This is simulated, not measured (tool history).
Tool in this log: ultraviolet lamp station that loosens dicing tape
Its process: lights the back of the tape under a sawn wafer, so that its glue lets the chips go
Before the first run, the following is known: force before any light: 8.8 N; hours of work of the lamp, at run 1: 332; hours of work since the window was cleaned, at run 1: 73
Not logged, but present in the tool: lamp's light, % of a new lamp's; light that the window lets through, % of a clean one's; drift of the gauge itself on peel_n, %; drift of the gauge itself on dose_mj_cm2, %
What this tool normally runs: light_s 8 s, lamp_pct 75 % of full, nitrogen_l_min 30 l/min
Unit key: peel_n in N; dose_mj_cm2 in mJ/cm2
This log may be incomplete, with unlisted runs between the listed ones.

run    hour  light_s  lamp_pct  nitrogen_l_min  hours of work of the lamp  hours of work since the window was cleaned  peel_n  dose_mj_cm2
  1       0        8        75              30                        332                                          73   0.551          350
  2    39.8        8        75              30                        348                                          90   0.556          346
  3    70.6        8        75              30                        361                                         103   0.583          344
  4   126.7        8        75              30                        384                                         126   0.585          340
  5   163.1        8        75              30                        400                                         141   0.604          333
  6   210.2        8        77              30                        419                                         161    0.61          334
  7   270.1        8        77              30                        444                                         186   0.611          334
  8   294.8        7        75              30                        455                                         196   0.852          281
  9   354.6        7        75              30                        480                                         221   0.928          276
 10   404.8        7        75              30                        500                                         242   0.945          272
 11   459.8        7        75              30                        523                                         265    0.97          268
 12   503.4        7        75              30                        542                                         283   1.002          265
      514.2  -- window cleaned of glue's vapour
 13   543.5        8        75              30                        558                                          12   0.688          314
 14   603.4       11        75              30                        583                                          37   0.372          425
 15   645.4        8        75              30                        601                                          55   0.759          305
 16   693.5        8        75              30                        621                                          75   0.752          297
 17   723.5        8        75              30                        633                                          87    0.76          295
 18   765.9        8        76              30                        651                                         105   0.754          301
 19   802.6        8        75              30                        666                                         120   0.788          291
 20   863.2        8        75              30                        691                                         146   0.851          286
 21   914.9        8        75              35                        713                                         167    0.82          284
 22   965.6        6        69              49                        734                                         188   1.386          191
 23  1018.3        6        69              49                        756                                         210   1.453          188
 24  1078.2        6        69              49                        781                                         235   1.484          183
 25  1119.9        6        69              49                        798                                         253   1.508          184
 26  1171.9        6        69              49                        820                                         274   1.515          179
     1204.8  -- window cleaned of glue's vapour
 27  1229.6        6        69              49                        844                                          10   1.494          185
 28  1286.9        8        71              10                        868                                          34   2.009          250
 29  1335.6        8        71              10                        888                                          55   2.146          249
 30  1380.9        8        71              10                        907                                          73   2.125          237
     1441.4  -- lamp changed
 31  1442.9        8        71              10                          1                                          99   0.956          381
 32  1472.4        8        90              27                         13                                         111    0.32          483
 33  1501.9        5        97              18                         25                                         123    0.95          325
 34  1529.3        5        97              18                         37                                         135   0.922          320
 35  1566.8        5        97              18                         52                                         151   0.941          314
 36  1622.1        8        75              43                         75                                         174    0.38          386
 37  1646.9        8        75              43                         86                                         184   0.377          388
 38  1705.5        8        67              30                        110                                         208   0.627          336
 39  1736.3        8        62              21                        123                                         221   0.885          310
 40  1790.8       15        89              31                        146                                         244   0.195          818
 41  1847.2       15        97              31                        169                                         268   0.199          887
     1896.1  -- window cleaned of glue's vapour
 42  1899.2        8        82              16                        191                                           1   0.598          414

Consider 5 possible next runs. They are alternatives, not a sequence: every one starts from the tool as it was left by run 42. What does each give?
  A  1928.9       15        82              51                        203                                          14       ?            ?
  B  1928.9        4        89              16                        203                                          14       ?            ?
  C  1928.9        8        82              23                        203                                          14       ?            ?
  D  1928.9       14        60              16                        203                                          14       ?            ?
  E  1928.9        8        83              18                        203                                          14       ?            ?

run  peel_n  dose_mj_cm2
  A   0.187          767
  B   1.896          220
  C   0.473          405
  D   0.364          522
  E    0.56          416
Without the tool's hidden state the same runs would have given:
run  peel_n  dose_mj_cm2
  A   0.186          847
  B   1.632          243
  C   0.389          447
  D   0.305          576
  E   0.458          458

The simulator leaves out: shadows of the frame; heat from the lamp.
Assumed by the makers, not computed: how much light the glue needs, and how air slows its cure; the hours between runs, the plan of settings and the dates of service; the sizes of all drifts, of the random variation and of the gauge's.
